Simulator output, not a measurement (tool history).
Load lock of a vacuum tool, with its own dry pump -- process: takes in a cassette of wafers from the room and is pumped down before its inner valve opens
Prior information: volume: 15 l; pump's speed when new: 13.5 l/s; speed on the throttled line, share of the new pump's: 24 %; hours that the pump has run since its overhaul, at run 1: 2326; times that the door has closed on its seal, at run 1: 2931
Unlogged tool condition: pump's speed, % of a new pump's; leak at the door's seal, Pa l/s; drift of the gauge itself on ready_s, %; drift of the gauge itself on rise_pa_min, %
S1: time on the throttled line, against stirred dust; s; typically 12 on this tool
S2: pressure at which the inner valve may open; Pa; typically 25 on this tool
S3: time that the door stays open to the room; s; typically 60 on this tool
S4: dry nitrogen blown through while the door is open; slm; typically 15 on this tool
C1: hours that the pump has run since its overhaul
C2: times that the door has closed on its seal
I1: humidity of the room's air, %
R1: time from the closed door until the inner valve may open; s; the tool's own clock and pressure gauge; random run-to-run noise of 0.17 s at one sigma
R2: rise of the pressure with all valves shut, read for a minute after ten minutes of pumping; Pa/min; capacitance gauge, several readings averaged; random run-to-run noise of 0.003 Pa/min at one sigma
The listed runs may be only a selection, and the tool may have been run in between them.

Run 1, day 0.000: usual settings; C1 2326; C2 2931; I1 49.5. Result: R1 18.6 s, R2 0.072 Pa/min.
Run 2, day 4.421: usual settings; C1 2432; C2 3223; I1 48.9. Result: R1 18.8 s, R2 0.060 Pa/min.
Run 3, day 6.483: usual settings but S1 9 s; C1 2481; C2 3359; I1 49.8. Result: R1 16.8 s, R2 0.067 Pa/min.
Run 4, day 9.983: usual settings but S1 9 s; C1 2565; C2 3590; I1 44.5. Result: R1 16.9 s, R2 0.063 Pa/min.
Run 5, day 14.321: usual settings but S4 8 slm; C1 2670; C2 3876; I1 46.3. Result: R1 18.7 s, R2 0.074 Pa/min.
Run 6, day 18.558: usual settings but S4 8 slm; C1 2771; C2 4156; I1 42.6. Result: R1 18.7 s, R2 0.067 Pa/min.
Run 7, day 22.558: usual settings but S4 8 slm; C1 2867; C2 4420; I1 42.0. Result: R1 19.0 s, R2 0.070 Pa/min.
Run 8, day 26.525: usual settings but S4 8 slm; C1 2962; C2 4682; I1 44.7. Result: R1 18.8 s, R2 0.074 Pa/min.
Run 9, day 28.838: usual settings but S4 8 slm; C1 3018; C2 4834; I1 42.9. Result: R1 18.7 s, R2 0.067 Pa/min.
Run 10, day 31.404: usual settings but S3 46 s, S4 4 slm; C1 3080; C2 5004; I1 45.4. Result: R1 19.0 s, R2 0.076 Pa/min.
Run 11, day 34.208: usual settings but S3 180 s, S4 41 slm; C1 3147; C2 5189; I1 45.1. Result: R1 18.8 s, R2 0.072 Pa/min.
Run 12, day 37.471: usual settings but S2 33 Pa, S3 113 s, S4 36 slm; C1 3225; C2 5404; I1 46.0. Result: R1 18.6 s, R2 0.063 Pa/min.
Run 13, day 40.146: usual settings but S2 33 Pa, S3 113 s, S4 36 slm; C1 3289; C2 5580; I1 44.8. Result: R1 18.4 s, R2 0.064 Pa/min.
Run 14, day 44.121: usual settings but S1 17 s, S3 146 s; C1 3385; C2 5843; I1 47.3. Result: R1 22.7 s, R2 0.094 Pa/min.
Run 15, day 47.217: usual settings but S3 57 s; C1 3459; C2 6047; I1 46.6. Result: R1 18.7 s, R2 0.066 Pa/min.
Run 16, day 51.271: usual settings but S3 57 s; C1 3556; C2 6315; I1 45.5. Result: R1 19.0 s, R2 0.066 Pa/min.
Run 17, day 53.296: usual settings but S1 7 s, S2 47 Pa; C1 3605; C2 6448; I1 43.7. Result: R1 14.5 s, R2 0.066 Pa/min.
Run 18, day 57.525: usual settings but S1 16 s, S4 25 slm; C1 3706; C2 6727; I1 45.4. Result: R1 21.7 s, R2 0.063 Pa/min.

4 ways to go on from here, each from the tool as it stands after run 18. What would each give?
Run A, day 60.383: usual settings but S1 16 s, S3 38 s, S4 25 slm; C1 3775; C2 6916; I1 45.6. Result: R1 ?, R2 ?.
Run B, day 60.383: usual settings but S1 21 s, S3 106 s, S4 25 slm; C1 3775; C2 6916; I1 43.6. Result: R1 ?, R2 ?.
Run C, day 60.383: usual settings but S1 11 s, S2 41 Pa, S4 38 slm; C1 3775; C2 6916; I1 41.3. Result: R1 ?, R2 ?.
Run D, day 60.383: usual settings but S4 26 slm; C1 3775; C2 6916; I1 47.5. Result: R1 ?, R2 ?.

run    R1     R2
  A  22.0  0.054
  B  25.6  0.073
  C  17.7  0.056
  D  18.6  0.071
Stripped of hidden state, with their random variation kept, the same runs would have yielded:
run    R1     R2
  A  21.5  0.034
  B  25.2  0.054
  C  17.1  0.037
  D  18.0  0.051

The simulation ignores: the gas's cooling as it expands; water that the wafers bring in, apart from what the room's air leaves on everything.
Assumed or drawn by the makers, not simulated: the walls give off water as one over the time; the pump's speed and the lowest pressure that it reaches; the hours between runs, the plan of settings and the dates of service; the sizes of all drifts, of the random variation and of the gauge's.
